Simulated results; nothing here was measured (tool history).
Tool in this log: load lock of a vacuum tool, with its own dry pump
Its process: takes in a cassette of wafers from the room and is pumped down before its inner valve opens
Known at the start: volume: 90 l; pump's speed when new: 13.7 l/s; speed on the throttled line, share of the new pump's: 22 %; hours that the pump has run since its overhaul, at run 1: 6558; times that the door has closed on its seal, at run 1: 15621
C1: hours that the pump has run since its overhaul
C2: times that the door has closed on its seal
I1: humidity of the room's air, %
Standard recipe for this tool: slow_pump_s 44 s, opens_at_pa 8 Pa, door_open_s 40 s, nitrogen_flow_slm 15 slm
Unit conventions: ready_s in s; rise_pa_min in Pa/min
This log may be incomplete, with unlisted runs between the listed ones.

{"run": 1, "day": 0.0, "slow_pump_s": 44, "opens_at_pa": 8, "door_open_s": 40, "nitrogen_flow_slm": 15, "C1": 6558, "C2": 15621, "I1": 48.1, "ready_s": 108.2, "rise_pa_min": 0.247}
{"run": 2, "day": 13.371, "slow_pump_s": 44, "opens_at_pa": 8, "door_open_s": 40, "nitrogen_flow_slm": 15, "C1": 6879, "C2": 17114, "I1": 44.6, "ready_s": 108.8, "rise_pa_min": 0.263}
{"run": 3, "day": 29.758, "slow_pump_s": 34, "opens_at_pa": 8, "door_open_s": 40, "nitrogen_flow_slm": 15, "C1": 7272, "C2": 18944, "I1": 43.3, "ready_s": 102.4, "rise_pa_min": 0.289}
{"run": 4, "day": 52.621, "slow_pump_s": 34, "opens_at_pa": 8, "door_open_s": 40, "nitrogen_flow_slm": 15, "C1": 7821, "C2": 21496, "I1": 43.8, "ready_s": 104, "rise_pa_min": 0.344}
{"run": 5, "day": 65.225, "slow_pump_s": 34, "opens_at_pa": 8, "door_open_s": 75, "nitrogen_flow_slm": 15, "C1": 8123, "C2": 22903, "I1": 48.1, "ready_s": 106, "rise_pa_min": 0.385}
{"run": 6, "day": 80.817, "slow_pump_s": 52, "opens_at_pa": 7, "door_open_s": 52, "nitrogen_flow_slm": 15, "C1": 8497, "C2": 24644, "I1": 48, "ready_s": 119.8, "rise_pa_min": 0.419}
{"run": 7, "day": 95.108, "slow_pump_s": 84, "opens_at_pa": 13, "door_open_s": 40, "nitrogen_flow_slm": 15, "C1": 8840, "C2": 26240, "I1": 45.6, "ready_s": 138.2, "rise_pa_min": 0.454}
{"day": 112.5, "done": "dry pump taken out, an overhauled one fitted"}
{"run": 8, "day": 112.5, "slow_pump_s": 84, "opens_at_pa": 7, "door_open_s": 63, "nitrogen_flow_slm": 32, "C1": 0, "C2": 28153, "I1": 47.8, "ready_s": 130, "rise_pa_min": 0.498}
{"run": 9, "day": 123.429, "slow_pump_s": 44, "opens_at_pa": 7, "door_open_s": 144, "nitrogen_flow_slm": 15, "C1": 262, "C2": 29374, "I1": 44.3, "ready_s": 99.4, "rise_pa_min": 0.573}
{"run": 10, "day": 142.279, "slow_pump_s": 44, "opens_at_pa": 7, "door_open_s": 144, "nitrogen_flow_slm": 15, "C1": 715, "C2": 31478, "I1": 43.9, "ready_s": 99.6, "rise_pa_min": 0.611}

Here are 5 independent what-if runs from the current tool condition. What would each one return?
{"run": "A", "day": 156.0, "slow_pump_s": 44, "opens_at_pa": 7, "door_open_s": 96, "nitrogen_flow_slm": 13, "C1": 1044, "C2": 33010, "I1": 45.9, "ready_s": "?", "rise_pa_min": "?"}
{"run": "B", "day": 156.0, "slow_pump_s": 44, "opens_at_pa": 7, "door_open_s": 40, "nitrogen_flow_slm": 15, "C1": 1044, "C2": 33010, "I1": 45.7, "ready_s": "?", "rise_pa_min": "?"}
{"run": "C", "day": 156.0, "slow_pump_s": 49, "opens_at_pa": 10, "door_open_s": 144, "nitrogen_flow_slm": 15, "C1": 1044, "C2": 33010, "I1": 46.9, "ready_s": "?", "rise_pa_min": "?"}
{"run": "D", "day": 156.0, "slow_pump_s": 65, "opens_at_pa": 7, "door_open_s": 91, "nitrogen_flow_slm": 16, "C1": 1044, "C2": 33010, "I1": 44, "ready_s": "?", "rise_pa_min": "?"}
{"run": "E", "day": 156.0, "slow_pump_s": 44, "opens_at_pa": 7, "door_open_s": 144, "nitrogen_flow_slm": 9, "C1": 1044, "C2": 33010, "I1": 45, "ready_s": "?", "rise_pa_min": "?"}

run=A ready_s=100 rise_pa_min=0.643
run=B ready_s=99.3 rise_pa_min=0.621
run=C ready_s=100.6 rise_pa_min=0.667
run=D ready_s=116.1 rise_pa_min=0.647
run=E ready_s=101 rise_pa_min=0.677
With the hidden condition removed and each run's random variation left untouched, the same runs would have given:
run=A ready_s=97.6 rise_pa_min=0.054
run=B ready_s=96.9 rise_pa_min=0.028
run=C ready_s=98.4 rise_pa_min=0.072
run=D ready_s=113.8 rise_pa_min=0.047
run=E ready_s=98.5 rise_pa_min=0.078
